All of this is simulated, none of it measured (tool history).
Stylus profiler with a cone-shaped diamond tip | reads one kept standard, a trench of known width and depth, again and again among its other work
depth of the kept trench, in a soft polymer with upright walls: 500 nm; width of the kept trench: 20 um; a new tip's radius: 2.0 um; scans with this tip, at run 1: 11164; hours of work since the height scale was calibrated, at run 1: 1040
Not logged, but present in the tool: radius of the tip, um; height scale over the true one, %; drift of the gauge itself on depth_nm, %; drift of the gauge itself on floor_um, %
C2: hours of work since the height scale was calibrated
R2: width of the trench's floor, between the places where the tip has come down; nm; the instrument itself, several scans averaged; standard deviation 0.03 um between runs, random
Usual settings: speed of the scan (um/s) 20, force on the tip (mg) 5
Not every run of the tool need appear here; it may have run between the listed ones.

run 1 hour=0 | speed_of_the_scan_(um/s)=20 force_on_the_tip_(mg)=5 | scans_with_this_tip=11164 C2=1040 | depth_of_the_trench_(nm)=511.03 R2=15140
run 2 hour=62.9 | speed_of_the_scan_(um/s)=20 force_on_the_tip_(mg)=2.22 | scans_with_this_tip=11515 C2=1073 | depth_of_the_trench_(nm)=506.95 R2=15070
run 3 hour=117.4 | speed_of_the_scan_(um/s)=20 force_on_the_tip_(mg)=2.22 | scans_with_this_tip=11819 C2=1102 | depth_of_the_trench_(nm)=507.14 R2=15050
-- hour=157.3 new tip fitted, height scale calibrated
run 4 hour=193.3 | speed_of_the_scan_(um/s)=20 force_on_the_tip_(mg)=2.22 | scans_with_this_tip=200 C2=19 | depth_of_the_trench_(nm)=505.36 R2=17240
run 5 hour=268.7 | speed_of_the_scan_(um/s)=32 force_on_the_tip_(mg)=5 | scans_with_this_tip=621 C2=58 | depth_of_the_trench_(nm)=509.53 R2=17110
run 6 hour=361 | speed_of_the_scan_(um/s)=32 force_on_the_tip_(mg)=5 | scans_with_this_tip=1136 C2=106 | depth_of_the_trench_(nm)=509.56 R2=16900
run 7 hour=440.9 | speed_of_the_scan_(um/s)=20 force_on_the_tip_(mg)=4.08 | scans_with_this_tip=1582 C2=147 | depth_of_the_trench_(nm)=508.28 R2=16880
run 8 hour=518.5 | speed_of_the_scan_(um/s)=20 force_on_the_tip_(mg)=4.08 | scans_with_this_tip=2015 C2=188 | depth_of_the_trench_(nm)=508.43 R2=16750
run 9 hour=567.7 | speed_of_the_scan_(um/s)=29 force_on_the_tip_(mg)=5 | scans_with_this_tip=2289 C2=213 | depth_of_the_trench_(nm)=509.87 R2=16780
run 10 hour=614.8 | speed_of_the_scan_(um/s)=67 force_on_the_tip_(mg)=5 | scans_with_this_tip=2552 C2=238 | depth_of_the_trench_(nm)=509.78 R2=16580
run 11 hour=669.7 | speed_of_the_scan_(um/s)=67 force_on_the_tip_(mg)=5 | scans_with_this_tip=2858 C2=266 | depth_of_the_trench_(nm)=509.93 R2=16510
run 12 hour=751.4 | speed_of_the_scan_(um/s)=67 force_on_the_tip_(mg)=5 | scans_with_this_tip=3314 C2=309 | depth_of_the_trench_(nm)=509.76 R2=16430
run 13 hour=834 | speed_of_the_scan_(um/s)=67 force_on_the_tip_(mg)=5 | scans_with_this_tip=3775 C2=352 | depth_of_the_trench_(nm)=509.83 R2=16300
run 14 hour=891.6 | speed_of_the_scan_(um/s)=67 force_on_the_tip_(mg)=5 | scans_with_this_tip=4096 C2=382 | depth_of_the_trench_(nm)=509.98 R2=16260
run 15 hour=954.6 | speed_of_the_scan_(um/s)=67 force_on_the_tip_(mg)=5 | scans_with_this_tip=4448 C2=415 | depth_of_the_trench_(nm)=509.96 R2=16190
run 16 hour=995.3 | speed_of_the_scan_(um/s)=67 force_on_the_tip_(mg)=5 | scans_with_this_tip=4675 C2=436 | depth_of_the_trench_(nm)=510.05 R2=16070
run 17 hour=1049.7 | speed_of_the_scan_(um/s)=67 force_on_the_tip_(mg)=5 | scans_with_this_tip=4978 C2=464 | depth_of_the_trench_(nm)=509.95 R2=16080
run 18 hour=1112 | speed_of_the_scan_(um/s)=67 force_on_the_tip_(mg)=5 | scans_with_this_tip=5326 C2=496 | depth_of_the_trench_(nm)=509.99 R2=16020
run 19 hour=1194.1 | speed_of_the_scan_(um/s)=67 force_on_the_tip_(mg)=5 | scans_with_this_tip=5784 C2=539 | depth_of_the_trench_(nm)=510.2 R2=15930
run 20 hour=1244.3 | speed_of_the_scan_(um/s)=51 force_on_the_tip_(mg)=11.38 | scans_with_this_tip=6064 C2=565 | depth_of_the_trench_(nm)=517.03 R2=15900
run 21 hour=1316.8 | speed_of_the_scan_(um/s)=19 force_on_the_tip_(mg)=5 | scans_with_this_tip=6468 C2=603 | depth_of_the_trench_(nm)=510.07 R2=15860
run 22 hour=1377.9 | speed_of_the_scan_(um/s)=49 force_on_the_tip_(mg)=5 | scans_with_this_tip=6809 C2=635 | depth_of_the_trench_(nm)=510.31 R2=15740
run 23 hour=1422.4 | speed_of_the_scan_(um/s)=49 force_on_the_tip_(mg)=5 | scans_with_this_tip=7058 C2=658 | depth_of_the_trench_(nm)=510.24 R2=15750
run 24 hour=1494.1 | speed_of_the_scan_(um/s)=26 force_on_the_tip_(mg)=5 | scans_with_this_tip=7458 C2=695 | depth_of_the_trench_(nm)=510.29 R2=15700
run 25 hour=1572.8 | speed_of_the_scan_(um/s)=26 force_on_the_tip_(mg)=5 | scans_with_this_tip=7897 C2=736 | depth_of_the_trench_(nm)=510.41 R2=15660
run 26 hour=1644.7 | speed_of_the_scan_(um/s)=6 force_on_the_tip_(mg)=5.34 | scans_with_this_tip=8298 C2=773 | depth_of_the_trench_(nm)=510.78 R2=15620
run 27 hour=1723.8 | speed_of_the_scan_(um/s)=6 force_on_the_tip_(mg)=5.34 | scans_with_this_tip=8739 C2=814 | depth_of_the_trench_(nm)=510.96 R2=15490
run 28 hour=1794.3 | speed_of_the_scan_(um/s)=17 force_on_the_tip_(mg)=13.42 | scans_with_this_tip=9132 C2=851 | depth_of_the_trench_(nm)=519.44 R2=15390
run 29 hour=1873 | speed_of_the_scan_(um/s)=9 force_on_the_tip_(mg)=13.42 | scans_with_this_tip=9572 C2=892 | depth_of_the_trench_(nm)=519.35 R2=15360
run 30 hour=1915.3 | speed_of_the_scan_(um/s)=18 force_on_the_tip_(mg)=9.08 | scans_with_this_tip=9808 C2=914 | depth_of_the_trench_(nm)=515.1 R2=15300
run 31 hour=1990.5 | speed_of_the_scan_(um/s)=18 force_on_the_tip_(mg)=9.08 | scans_with_this_tip=10227 C2=953 | depth_of_the_trench_(nm)=515.23 R2=15260
run 32 hour=2073.4 | speed_of_the_scan_(um/s)=57 force_on_the_tip_(mg)=14.92 | scans_with_this_tip=10690 C2=996 | depth_of_the_trench_(nm)=520.79 R2=15190
run 33 hour=2134.5 | speed_of_the_scan_(um/s)=19 force_on_the_tip_(mg)=5.32 | scans_with_this_tip=11031 C2=1028 | depth_of_the_trench_(nm)=511.12 R2=15100
run 34 hour=2229.7 | speed_of_the_scan_(um/s)=19 force_on_the_tip_(mg)=4.63 | scans_with_this_tip=11561 C2=1077 | depth_of_the_trench_(nm)=510.21 R2=14970
run 35 hour=2290.3 | speed_of_the_scan_(um/s)=19 force_on_the_tip_(mg)=4.63 | scans_with_this_tip=11900 C2=1109 | depth_of_the_trench_(nm)=510.33 R2=14990
-- hour=2313.3 new tip fitted, height scale calibrated
run 36 hour=2335.3 | speed_of_the_scan_(um/s)=19 force_on_the_tip_(mg)=4.63 | scans_with_this_tip=123 C2=11 | depth_of_the_trench_(nm)=509.27 R2=17260
run 37 hour=2392.5 | speed_of_the_scan_(um/s)=27 force_on_the_tip_(mg)=13.82 | scans_with_this_tip=442 C2=41 | depth_of_the_trench_(nm)=518.93 R2=17180

Below are 4 alternative next runs, each starting from the tool's condition after run 37. Predict each:
run A hour=2463.5 | speed_of_the_scan_(um/s)=39 force_on_the_tip_(mg)=5 | scans_with_this_tip=838 C2=78 | depth_of_the_trench_(nm)=? R2=?
run B hour=2463.5 | speed_of_the_scan_(um/s)=27 force_on_the_tip_(mg)=3.71 | scans_with_this_tip=838 C2=78 | depth_of_the_trench_(nm)=? R2=?
run C hour=2463.5 | speed_of_the_scan_(um/s)=37 force_on_the_tip_(mg)=13.27 | scans_with_this_tip=838 C2=78 | depth_of_the_trench_(nm)=? R2=?
run D hour=2463.5 | speed_of_the_scan_(um/s)=27 force_on_the_tip_(mg)=1.73 | scans_with_this_tip=838 C2=78 | depth_of_the_trench_(nm)=? R2=?

run=A depth_of_the_trench_(nm)=509.72 R2=17060
run=B depth_of_the_trench_(nm)=507.98 R2=17060
run=C depth_of_the_trench_(nm)=518.62 R2=17040
run=D depth_of_the_trench_(nm)=504.65 R2=17030
Stripped of hidden state, with their random variation kept, the same runs would have yielded:
run=A depth_of_the_trench_(nm)=509.49 R2=17330
run=B depth_of_the_trench_(nm)=507.76 R2=17330
run=C depth_of_the_trench_(nm)=518.38 R2=17310
run=D depth_of_the_trench_(nm)=504.43 R2=17300
